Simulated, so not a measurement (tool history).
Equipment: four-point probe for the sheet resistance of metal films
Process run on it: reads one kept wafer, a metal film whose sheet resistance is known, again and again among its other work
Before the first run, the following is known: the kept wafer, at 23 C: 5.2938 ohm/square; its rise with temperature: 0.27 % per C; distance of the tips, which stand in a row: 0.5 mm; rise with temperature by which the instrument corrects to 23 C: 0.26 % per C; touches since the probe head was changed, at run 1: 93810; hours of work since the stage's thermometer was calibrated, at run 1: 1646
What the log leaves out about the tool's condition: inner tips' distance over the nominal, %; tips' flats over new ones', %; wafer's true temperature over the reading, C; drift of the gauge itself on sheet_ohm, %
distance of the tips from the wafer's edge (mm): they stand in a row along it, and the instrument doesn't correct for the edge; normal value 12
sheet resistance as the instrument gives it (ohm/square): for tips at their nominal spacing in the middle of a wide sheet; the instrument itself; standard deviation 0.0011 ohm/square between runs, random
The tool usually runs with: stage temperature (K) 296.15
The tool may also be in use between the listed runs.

run   hour  stage temperature (K)  distance of the tips from the wafer's edge (mm)  touches since the probe head was changed  hours of work since the stage's thermometer was calibrated  sheet resistance as the instrument gives it (ohm/square)
  1    0.0                 296.15                                               12                                     93810                                                        1646                                                  5.340122
  2   51.7                 300.15                                               12                                     95923                                                        1683                                                  5.345909
  3  134.4                 300.15                                               10                                     99296                                                        1742                                                  5.347819
  4  189.2                 300.15                                               10                                    101534                                                        1781                                                  5.348532
  5  230.5                 300.15                                               10                                    103223                                                        1811                                                  5.350126
     283.2  -- stage's thermometer calibrated
  6  295.3                 307.15                                               10                                    105847                                                           9                                                  5.349965
  7  367.4                 307.15                                               12                                    108791                                                          60                                                  5.352116
  8  408.0                 306.15                                                5                                    110448                                                          89                                                  5.375124
  9  481.5                 306.15                                                5                                    113448                                                         142                                                  5.376461
 10  526.1                 298.15                                               12                                    115271                                                         174                                                  5.344460
 11  565.5                 308.15                                               12                                    116879                                                         202                                                  5.354174
 12  605.8                 295.15                                                8                                    118524                                                         231                                                  5.347911

5 options for the next run, each taken on its own from the tool as it stands now. Forecast them:
  A  668.1                 300.15                                               35                                    121069                                                         276                                                         ?
  B  668.1                 303.15                                               39                                    121069                                                         276                                                         ?
  C  668.1                 291.15                                               12                                    121069                                                         276                                                         ?
  D  668.1                 292.15                                               29                                    121069                                                         276                                                         ?
  E  668.1                 295.15                                               44                                    121069                                                         276                                                         ?

run  sheet resistance as the instrument gives it (ohm/square)
  A                                                  5.345061
  B                                                  5.347979
  C                                                  5.341279
  D                                                  5.337830
  E                                                  5.339438
With the hidden condition removed and each run's random variation left untouched, the same runs would have given:
run  sheet resistance as the instrument gives it (ohm/square)
  A                                                  5.298352
  B                                                  5.301233
  C                                                  5.294641
  D                                                  5.291215
  E                                                  5.292797
